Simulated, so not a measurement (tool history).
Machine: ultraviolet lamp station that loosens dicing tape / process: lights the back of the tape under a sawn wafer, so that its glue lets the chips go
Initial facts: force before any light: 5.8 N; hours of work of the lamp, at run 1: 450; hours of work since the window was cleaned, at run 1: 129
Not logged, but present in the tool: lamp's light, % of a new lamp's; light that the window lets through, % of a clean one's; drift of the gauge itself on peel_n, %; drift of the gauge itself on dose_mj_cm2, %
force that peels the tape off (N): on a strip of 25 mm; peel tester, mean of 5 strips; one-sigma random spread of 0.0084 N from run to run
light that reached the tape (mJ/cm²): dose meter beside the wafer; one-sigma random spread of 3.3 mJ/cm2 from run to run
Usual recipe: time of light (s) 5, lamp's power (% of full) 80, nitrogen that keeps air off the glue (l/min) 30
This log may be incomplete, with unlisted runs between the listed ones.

run   hour  time of light (s)  lamp's power (% of full)  nitrogen that keeps air off the glue (l/min)  hours of work of the lamp  hours of work since the window was cleaned  force that peels the tape off (N)  light that reached the tape (mJ/cm²)
  1    0.0                  5                        80                                            30                        450                                         129                              0.535                                   409
  2   35.3                  5                        80                                            30                        466                                         145                              0.526                                   407
  3   56.9                  5                        80                                            30                        477                                         156                              0.576                                   401
  4   90.6                  5                        80                                            30                        493                                         172                              0.561                                   399
  5  119.7                  5                        80                                            58                        506                                         185                              0.361                                   392
  6  135.3                  5                        80                                            25                        514                                         193                              0.656                                   382
  7  153.0                  5                        80                                            25                        522                                         201                              0.686                                   386
  8  181.2                  5                        80                                            25                        535                                         215                              0.694                                   381
  9  207.0                  5                        80                                            25                        548                                         227                              0.693                                   377
 10  233.8                  5                        80                                            30                        560                                         240                              0.621                                   374
 11  268.4                  5                        80                                            30                        577                                         256                              0.641                                   373
 12  304.2                  5                        80                                            30                        594                                         273                              0.645                                   366
 13  331.2                  9                        80                                            11                        607                                         286                              0.506                                   649
     334.2  -- window cleaned of glue's vapour
 14  352.6                  9                        85                                            11                        617                                           9                              0.476                                   665
 15  379.3                  2                        69                                            54                        629                                          21                              2.252                                   119
 16  410.9                  5                        64                                             9                        644                                          36                              2.036                                   271
 17  429.1                  5                        80                                            52                        653                                          45                              0.535                                   338
 18  456.1                  8                        75                                            52                        666                                          58                              0.270                                   502
     488.6  -- window cleaned of glue's vapour, once more
 19  492.5                  4                        80                                            15                        683                                           2                              1.501                                   289
 20  526.6                  4                       100                                            26                        699                                          18                              0.757                                   355
 21  557.2                  2                        94                                            30                        713                                          33                              2.004                                   169
 22  587.7                  3                        83                                            30                        728                                          47                              1.428                                   218

Branching from run 22: 4 alternative next runs. What would each branch give?
  A  621.3                  6                        71                                            20                        744                                          63                                  ?                                     ?
  B  621.3                  3                        70                                            48                        744                                          63                                  ?                                     ?
  C  621.3                  6                        80                                            32                        744                                          63                                  ?                                     ?
  D  621.3                  3                        95                                            30                        744                                          63                                  ?                                     ?

run  force that peels the tape off (N)  light that reached the tape (mJ/cm²)
  A                              0.881                                   363
  B                              1.453                                   179
  C                              0.486                                   410
  D                              1.263                                   246
With no hidden state in the tool, these same runs would have given:
run  force that peels the tape off (N)  light that reached the tape (mJ/cm²)
  A                              0.418                                   552
  B                              0.769                                   273
  C                              0.247                                   626
  D                              0.635                                   376
